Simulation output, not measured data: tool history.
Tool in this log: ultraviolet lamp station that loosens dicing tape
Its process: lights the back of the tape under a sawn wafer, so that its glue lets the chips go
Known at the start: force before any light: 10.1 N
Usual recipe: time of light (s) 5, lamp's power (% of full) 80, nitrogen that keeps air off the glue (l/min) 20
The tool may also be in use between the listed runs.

run    hour  time of light (s)  lamp's power (% of full)  nitrogen that keeps air off the glue (l/min)  force that peels the tape off (N)  light that reached the tape (J/m2)
  1     0.0                  5                        80                                            20                              0.601                                2380
        5.0  -- window cleaned of glue's vapour
  2    53.0                  5                        80                                            20                              0.595                                2450
  3   103.7                  5                        80                                            20                              0.587                                2440
  4   149.4                  5                        80                                            20                              0.568                                2380
  5   189.9                  5                        80                                             9                              1.123                                2400
  6   237.8                  5                        80                                            20                              0.588                                2380
  7   276.6                  5                        80                                            20                              0.599                                2380
  8   313.9                  5                        80                                            20                              0.588                                2400
  9   362.9                  5                        80                                            20                              0.590                                2370
 10   408.4                  5                        80                                            18                              0.664                                2370
      427.2  -- lamp changed
 11   439.9                  5                        87                                            20                              0.482                                2580
 12   468.0                  5                        87                                            20                              0.461                                2630
 13   500.5                  5                        87                                            20                              0.507                                2680
 14   558.1                  5                        87                                            20                              0.468                                2620
 15   607.7                  5                        87                                            20                              0.456                                2650
 16   644.7                  5                        72                                            20                              0.767                                2170
 17   695.8                  5                        72                                            20                              0.754                                2150
 18   742.2                  5                        72                                            20                              0.758                                2170
      783.5  -- window cleaned of glue's vapour
 19   792.2                  5                        80                                            16                              0.713                                2370
 20   828.6                  5                        86                                            20                              0.494                                2620
 21   852.9                  4                        86                                            33                              0.601                                2060
 22   886.2                  4                        86                                            33                              0.578                                2030
 23   911.7                  4                        86                                            33                              0.595                                2080
 24   969.7                 10                        69                                            33                              0.145                                4110
 25  1014.9                 10                        69                                            33                              0.156                                4100
 26  1068.7                 10                        69                                            33                              0.151                                4150
 27  1118.8                  2                        82                                            33                              2.499                                1000
 28  1146.9                  2                        82                                            33                              2.464                                 970
 29  1202.6                  8                        87                                            34                              0.154                                4180
 30  1248.6                  8                        87                                            34                              0.150                                4160
 31  1290.6                  2                        84                                            14                              3.320                                1030
 32  1337.9                  4                        80                                            10                              1.664                                1910
 33  1385.4                  7                        80                                            31                              0.195                                3330

Alternative continuations, all from the tool just after run 33; predict every row:
  A  1425.3                  7                        74                                             8                                  ?                                   ?
  B  1425.3                  6                        80                                            31                                  ?                                   ?
  C  1425.3                  7                        80                                            25                                  ?                                   ?
  D  1425.3                  4                        97                                             6                                  ?                                   ?
  E  1425.3                  4                        76                                            23                                  ?                                   ?

run  force that peels the tape off (N)  light that reached the tape (J/m2)
  A                              0.738                                3100
  B                              0.282                                2830
  C                              0.238                                3360
  D                              1.661                                2320
  E                              1.002                                1760
Take away the tool's hidden state, keep each run's random variation, and the runs would have read:
run  force that peels the tape off (N)  light that reached the tape (J/m2)
  A                              0.736                                3100
  B                              0.282                                2830
  C                              0.238                                3360
  D                              1.658                                2320
  E                              0.999                                1760
